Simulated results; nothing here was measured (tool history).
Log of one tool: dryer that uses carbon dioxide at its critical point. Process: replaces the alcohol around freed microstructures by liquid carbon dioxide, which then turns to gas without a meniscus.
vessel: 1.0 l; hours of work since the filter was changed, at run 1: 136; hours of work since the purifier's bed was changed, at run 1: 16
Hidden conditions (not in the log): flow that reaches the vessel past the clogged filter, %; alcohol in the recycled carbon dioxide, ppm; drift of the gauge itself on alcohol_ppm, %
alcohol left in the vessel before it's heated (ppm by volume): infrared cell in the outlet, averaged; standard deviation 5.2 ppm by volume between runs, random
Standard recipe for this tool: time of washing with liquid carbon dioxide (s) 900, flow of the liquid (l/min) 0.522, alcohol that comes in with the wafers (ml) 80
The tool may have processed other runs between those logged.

run   hour  time of washing with liquid carbon dioxide (s)  flow of the liquid (l/min)  alcohol that comes in with the wafers (ml)  hours of work since the filter was changed  hours of work since the purifier's bed was changed  alcohol left in the vessel before it's heated (ppm by volume)
  1      0                                             900                       0.522                                          80                                         136                                                  16                                                            110
  2   12.7                                             780                       0.522                                          80                                         145                                                  26                                                            275
  3   25.6                                             780                       0.522                                          80                                         154                                                  35                                                            258
  4   39.1                                             540                       0.522                                          80                                         164                                                  45                                                           1521
  5   51.3                                             540                       0.522                                          80                                         173                                                  54                                                           1519
  6   59.4                                             540                       0.522                                          80                                         179                                                  60                                                           1532
  7   65.3                                             900                       0.522                                          80                                         184                                                  64                                                            125
  8   76.5                                             900                       0.522                                          80                                         192                                                  73                                                            109
  9   87.1                                             900                       0.522                                          80                                         200                                                  80                                                            109
 10   94.9                                             900                       0.522                                          80                                         205                                                  86                                                            122
 11    101                                             900                       0.522                                          80                                         210                                                  91                                                            115
 12  109.8                                             780                       0.522                                          42                                         216                                                  97                                                            156
 13  120.3                                             660                       0.587                                          42                                         224                                                 105                                                            208
 14  128.1                                             660                        0.42                                          42                                         230                                                 111                                                            901
 15  138.1                                             720                       0.691                                          88                                         237                                                 118                                                            100
 16  149.2                                             600                       0.522                                          80                                         245                                                 126                                                           1046
 17  155.9                                             600                       0.522                                          80                                         250                                                 131                                                           1010
 18    166                                             900                       0.453                                          49                                         258                                                 138                                                            183
 19  173.9                                             900                       0.453                                          49                                         263                                                 144                                                            180
 20  179.8                                             600                       0.603                                          35                                         268                                                 149                                                            240
 21  193.2                                             840                       0.688                                          21                                         278                                                 158                                                             30
 22  203.1                                            1080                       0.522                                          92                                         285                                                 166                                                             58

Here are 5 independent what-if runs from the current tool condition. What would each one return?
  A  215.5                                             540                       0.466                                          80                                         294                                                 175                                                              ?
  B  215.5                                            1140                       0.729                                          67                                         294                                                 175                                                              ?
  C  215.5                                            1080                       0.834                                          24                                         294                                                 175                                                              ?
  D  215.5                                             900                       0.522                                          43                                         294                                                 175                                                              ?
  E  215.5                                            1080                       0.522                                          57                                         294                                                 175                                                              ?

run  alcohol left in the vessel before it's heated (ppm by volume)
  A                                                           2420
  B                                                             26
  C                                                             23
  D                                                             85
  E                                                             46
Had the tool no hidden state, the same runs would have come out as:
run  alcohol left in the vessel before it's heated (ppm by volume)
  A                                                           2072
  B                                                             10
  C                                                              8
  D                                                             55
  E                                                             24
